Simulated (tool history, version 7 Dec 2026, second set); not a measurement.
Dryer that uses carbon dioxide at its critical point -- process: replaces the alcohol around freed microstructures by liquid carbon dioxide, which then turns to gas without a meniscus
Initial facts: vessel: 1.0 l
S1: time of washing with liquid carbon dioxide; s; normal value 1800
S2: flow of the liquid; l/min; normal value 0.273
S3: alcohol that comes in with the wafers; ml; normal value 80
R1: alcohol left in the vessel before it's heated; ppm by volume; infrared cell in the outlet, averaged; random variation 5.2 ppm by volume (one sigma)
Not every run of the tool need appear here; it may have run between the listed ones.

run,hour,S1,S2,S3,R1
1,0,1800,0.273,80,192
2,4.6,1800,0.273,80,185
3,14.8,1800,0.273,80,189
4,24.1,1800,0.273,80,195
5,29.3,1800,0.273,80,194
6,35.4,1800,0.273,80,190
7,43.8,1800,0.273,80,190
8,51.2,1800,0.273,80,199
9,58.3,1800,0.273,27,86
10,64.5,1740,0.273,27,95
11,72.7,1080,0.273,58,1486
12,77.9,1080,0.273,58,1506
13,86.2,2580,0.273,58,33
14,91,2580,0.273,58,37
15,101.5,2880,0.174,38,116
# hour 105.4: inlet filter changed
16,107.8,2880,0.174,22,55
17,117.1,2700,0.347,28,23
18,123.8,2340,0.186,24,106
19,132.8,2340,0.186,24,112

How would selected steps in R1 from run to run divide? Give the signed amount a tool lacking its hidden state would still show from settings, what came in and random variation, and the signed amount left for the hidden state, including any gauge scatter that is not in both of the compared results.
Hidden conditions of the tool in this case: flow that reaches the vessel past the clogged filter, %; alcohol in the recycled carbon dioxide, ppm; drift of the gauge itself on alcohol_ppm, %.
Run 12 -> 13: S1 1080 -> 2580. R1 -1473 ppm by volume: hidden state -424, all else -1049.

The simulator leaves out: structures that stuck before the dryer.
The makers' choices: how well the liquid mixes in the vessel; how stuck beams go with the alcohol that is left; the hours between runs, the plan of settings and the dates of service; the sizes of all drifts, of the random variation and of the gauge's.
